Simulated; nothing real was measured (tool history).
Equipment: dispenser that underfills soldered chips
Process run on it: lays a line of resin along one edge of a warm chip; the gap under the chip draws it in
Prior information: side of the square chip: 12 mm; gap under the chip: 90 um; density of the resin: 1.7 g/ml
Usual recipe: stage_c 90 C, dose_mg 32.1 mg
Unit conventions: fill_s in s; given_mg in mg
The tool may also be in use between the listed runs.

Run 1, hour 0.0: usual settings. Result: fill_s 178.8 s, given_mg 30.44 mg.
At hour 1.3: new syringe of resin.
At hour 7.0: dispensing valve cleaned and set on the balance.
Run 2, hour 7.0: usual settings but dose_mg 29.4 mg. Result: fill_s 107.8 s, given_mg 29.37 mg.
Run 3, hour 12.3: usual settings. Result: fill_s 129.9 s, given_mg 32.10 mg.
Run 4, hour 17.6: usual settings. Result: fill_s 164.2 s, given_mg 32.01 mg.
At hour 20.7: new syringe of resin.
Run 5, hour 28.6: usual settings. Result: fill_s 123.1 s, given_mg 32.08 mg.
Run 6, hour 37.9: usual settings. Result: fill_s 181.1 s, given_mg 31.82 mg.
At hour 39.1: new syringe of resin.
Run 7, hour 46.4: usual settings but dose_mg 40.0 mg. Result: fill_s 115.2 s, given_mg 39.58 mg.
Run 8, hour 56.8: usual settings but dose_mg 33.9 mg. Result: fill_s 179.6 s, given_mg 33.60 mg.
At hour 57.6: new syringe of resin.
Run 9, hour 66.8: usual settings but dose_mg 33.9 mg. Result: fill_s 128.6 s, given_mg 33.52 mg.
Run 10, hour 74.5: usual settings but dose_mg 33.9 mg. Result: fill_s 176.1 s, given_mg 33.26 mg.
At hour 76.1: new syringe of resin.
Run 11, hour 85.7: usual settings but dose_mg 33.9 mg. Result: fill_s 129.5 s, given_mg 32.99 mg.
Run 12, hour 92.1: usual settings but dose_mg 39.4 mg. Result: fill_s 164.5 s, given_mg 38.53 mg.
At hour 94.4: new syringe of resin.
Run 13, hour 100.6: usual settings but stage_c 76 C, dose_mg 36.6 mg. Result: fill_s 179.3 s, given_mg 35.50 mg.
Run 14, hour 111.2: usual settings but stage_c 76 C, dose_mg 36.6 mg. Result: fill_s 281.6 s, given_mg 35.52 mg.
At hour 112.7: new syringe of resin.
Run 15, hour 116.8: usual settings but stage_c 99 C, dose_mg 33.0 mg. Result: fill_s 74.9 s, given_mg 32.01 mg.
Run 16, hour 125.2: usual settings but stage_c 99 C, dose_mg 33.0 mg. Result: fill_s 106.6 s, given_mg 31.85 mg.
At hour 131.4: new syringe of resin.
Run 17, hour 136.3: usual settings but stage_c 79 C, dose_mg 40.0 mg. Result: fill_s 152.6 s, given_mg 38.69 mg.
Run 18, hour 146.1: usual settings but stage_c 105 C, dose_mg 28.3 mg. Result: fill_s 101.1 s, given_mg 27.28 mg.
At hour 149.6: new syringe of resin.
Run 19, hour 152.4: usual settings but stage_c 103 C, dose_mg 36.9 mg. Result: fill_s 62.0 s, given_mg 35.49 mg.
Run 20, hour 161.2: usual settings but stage_c 76 C, dose_mg 36.9 mg. Result: fill_s 226.8 s, given_mg 35.42 mg.
At hour 168.4: new syringe of resin.
Run 21, hour 168.5: usual settings but stage_c 85 C, dose_mg 31.7 mg. Result: fill_s 105.9 s, given_mg 30.46 mg.
Run 22, hour 174.7: usual settings but stage_c 88 C, dose_mg 28.7 mg. Result: fill_s 125.1 s, given_mg 27.26 mg.
Run 23, hour 182.0: usual settings but stage_c 92 C, dose_mg 28.7 mg. Result: fill_s 147.9 s, given_mg 27.19 mg.

Alternative continuations, all from the tool just after run 23; predict every row:
At hour 186.6: new syringe of resin.
Run A, hour 190.2: usual settings but stage_c 96 C, dose_mg 34.4 mg. Result: fill_s ?, given_mg ?.
At hour 186.6: new syringe of resin.
Run B, hour 190.2: usual settings but stage_c 103 C, dose_mg 34.6 mg. Result: fill_s ?, given_mg ?.
At hour 186.6: new syringe of resin.
Run C, hour 190.2: usual settings but stage_c 94 C, dose_mg 39.2 mg. Result: fill_s ?, given_mg ?.
At hour 186.6: new syringe of resin.
Run D, hour 190.2: usual settings but dose_mg 32.4 mg. Result: fill_s ?, given_mg ?.
At hour 186.6: new syringe of resin.
Run E, hour 190.2: usual settings but stage_c 91 C, dose_mg 28.7 mg. Result: fill_s ?, given_mg ?.

run  fill_s  given_mg
  A    82.4     32.83
  B    66.1     32.88
  C    85.9     37.36
  D   102.1     30.76
  E   103.1     27.21
Take away the tool's hidden state, keep each run's random variation, and the runs would have read:
run  fill_s  given_mg
  A    71.9     34.54
  B    57.6     34.60
  C    75.2     39.31
  D    88.8     32.37
  E    89.1     28.64
